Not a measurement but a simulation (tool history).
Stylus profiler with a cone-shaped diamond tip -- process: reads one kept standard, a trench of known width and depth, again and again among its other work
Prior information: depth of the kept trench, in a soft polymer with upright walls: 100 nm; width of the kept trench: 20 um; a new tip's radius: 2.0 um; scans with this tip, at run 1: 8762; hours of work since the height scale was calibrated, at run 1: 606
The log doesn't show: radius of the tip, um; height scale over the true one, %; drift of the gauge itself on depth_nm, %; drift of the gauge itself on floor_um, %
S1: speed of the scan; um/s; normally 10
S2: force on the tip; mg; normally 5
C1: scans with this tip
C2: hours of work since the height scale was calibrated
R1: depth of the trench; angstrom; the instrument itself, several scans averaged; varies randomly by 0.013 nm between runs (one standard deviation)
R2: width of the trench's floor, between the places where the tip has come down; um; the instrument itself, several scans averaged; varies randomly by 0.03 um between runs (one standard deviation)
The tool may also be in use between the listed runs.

run,day,S1,S2,C1,C2,R1,R2
1,0,10,5,8762,606,1014.1,18.37
2,2.946,10,5,9393,650,1014.5,18.33
3,7.046,10,5,10272,711,1014.6,18.33
4,8.942,10,5,10679,739,1014.5,18.3
5,12.246,10,5,11387,788,1014.6,18.21
6,14.896,10,5,11955,827,1014.5,18.22
7,19.108,10,5,12859,889,1014.6,18.18
8,22.592,10,5,13605,941,1014.7,18.13
9,25.758,10,5,14284,988,1014.8,18.22
10,27.867,9,5,14736,1019,1014.8,18.15
11,30.617,13,5,15325,1060,1014.8,18.14
12,34.554,13,5,16170,1118,1014.9,18.12
13,37.888,10,5,16884,1168,1015.1,18.03
14,41.492,21,5,17657,1221,1015.2,18.07
# day 43.171: height scale calibrated on a step standard
15,45.421,23,5,18494,33,1016.6,17.98
16,48.45,23,5,19144,78,1016.3,18.02
# day 50.821: height scale calibrated on a step standard, once more
17,51.367,23,5,19765,8,1012.6,17.96
18,53.979,23,5,20325,47,1013,17.94
19,57.167,10,5,21008,94,1012.7,17.91
20,59.483,11,5,21505,128,1013.1,17.92
21,62.804,18,5,22217,178,1013.2,17.92
22,65.125,18,3.92,22715,212,1011.1,17.96
23,68.492,2,2.89,23436,262,1009.3,17.9
24,72.796,9,5,24359,326,1013.3,17.85
25,75.65,9,5,24970,368,1013.5,17.84
26,79.542,17,5,25805,426,1013.6,17.8
27,82.617,9,3.82,26465,472,1011.6,17.8
28,86.662,9,3.82,27332,531,1011.8,17.8
29,88.896,31,5.12,27810,565,1014,17.74
30,92.925,31,6.4,28674,624,1016,17.71
31,96.808,12,4.48,29507,682,1012.9,17.71
32,98.558,2,2.06,29882,708,1008,17.75
33,101.604,8,3.16,30535,753,1010.7,17.71
34,104.925,8,3.16,31246,802,1010.6,17.7
# day 107.862: new tip fitted, height scale calibrated
35,108.962,2,5,235,16,1012.8,18.78
36,111.317,5,9.04,740,51,1019.3,18.73
37,113.446,5,9.04,1197,83,1019,18.72
38,115.5,17,4.58,1637,113,1012.5,18.65
39,118.425,17,4.58,2264,157,1012.2,18.62
40,122.367,17,4.58,3109,215,1012.5,18.61
41,124.492,19,3.15,3565,247,1010,18.56

How would selected steps in R1 from run to run divide? Give the signed amount a tool lacking its hidden state would still show from settings, what came in and random variation, and the signed amount left for the hidden state, including any gauge scatter that is not in both of the compared results.
Run 14 -> 15: S1 21 -> 23, height scale calibrated on a step standard. R1 +1.4 angstrom: hidden state +1.2, all else +0.2.
Run 16 -> 17: height scale calibrated on a step standard, once more. R1 -3.7 angstrom: hidden state -3.7, all else +0.
Run 31 -> 32: S1 12 -> 2, S2 4.48 -> 2.06. R1 -4.9 angstrom: hidden state +0.1, all else -5.
Run 34 -> 35: S1 8 -> 2, S2 3.16 -> 5, new tip fitted, height scale calibrated. R1 +2.2 angstrom: hidden state -1.2, all else +3.4.
Run 35 -> 36: S1 2 -> 5, S2 5 -> 9.04. R1 +6.5 angstrom: hidden state +0, all else +6.5.
Run 37 -> 38: S1 5 -> 17, S2 9.04 -> 4.58. R1 -6.5 angstrom: hidden state +0, all else -6.5.

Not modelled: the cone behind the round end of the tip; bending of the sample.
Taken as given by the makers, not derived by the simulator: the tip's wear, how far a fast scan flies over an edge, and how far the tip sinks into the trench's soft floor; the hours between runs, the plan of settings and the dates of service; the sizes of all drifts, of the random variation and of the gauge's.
